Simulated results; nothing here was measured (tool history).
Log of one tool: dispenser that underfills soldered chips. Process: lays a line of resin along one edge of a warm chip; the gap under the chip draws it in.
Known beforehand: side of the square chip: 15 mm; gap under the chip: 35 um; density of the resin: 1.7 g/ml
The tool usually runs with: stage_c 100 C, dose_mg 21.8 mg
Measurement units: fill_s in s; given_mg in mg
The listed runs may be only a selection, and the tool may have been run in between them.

run	hour	stage_c	dose_mg	fill_s	given_mg
1	0	100	21.8	598.3	18.76
# hour 11.7: dispensing valve cleaned and set on the balance
2	12.3	100	21.8	1000.3	21.73
# hour 17.9: new syringe of resin
3	23.6	100	21.8	719.3	21.48
# hour 35.6: new syringe of resin
4	35.6	100	21.8	550.9	21.58
5	43.4	100	22.8	811.5	22.17
# hour 53.5: new syringe of resin
6	55.7	100	20.8	609.5	20.25
7	66.6	100	20.4	1031.3	19.73
# hour 71.6: new syringe of resin
8	77.2	100	20.4	723.3	19.45
9	82.5	94	19.4	1128.3	18.38
# hour 89.4: new syringe of resin
10	92.9	111	22.7	477.8	21.3
11	99.4	111	22.7	644.3	21.48
# hour 107.3: new syringe of resin
12	111.7	102	22.8	641.7	21.19
13	122.4	107	18.6	983.9	17.33
# hour 124.9: new syringe of resin
14	127.9	85	24.2	973.1	22.38

Branching from run 14: 4 alternative next runs. What would each branch give?
A	136.5	87	19.5	?	?
B	136.5	99	18.7	?	?
C	136.5	95	20	?	?
D	136.5	85	21.5	?	?

run	fill_s	given_mg
A	1446.6	17.9
B	1033	17.24
C	1131	18.44
D	1493.4	19.88
Without the tool's hidden state the same runs would have given:
run	fill_s	given_mg
A	828.5	19.46
B	588.3	18.74
C	648.3	20.05
D	861.6	21.6

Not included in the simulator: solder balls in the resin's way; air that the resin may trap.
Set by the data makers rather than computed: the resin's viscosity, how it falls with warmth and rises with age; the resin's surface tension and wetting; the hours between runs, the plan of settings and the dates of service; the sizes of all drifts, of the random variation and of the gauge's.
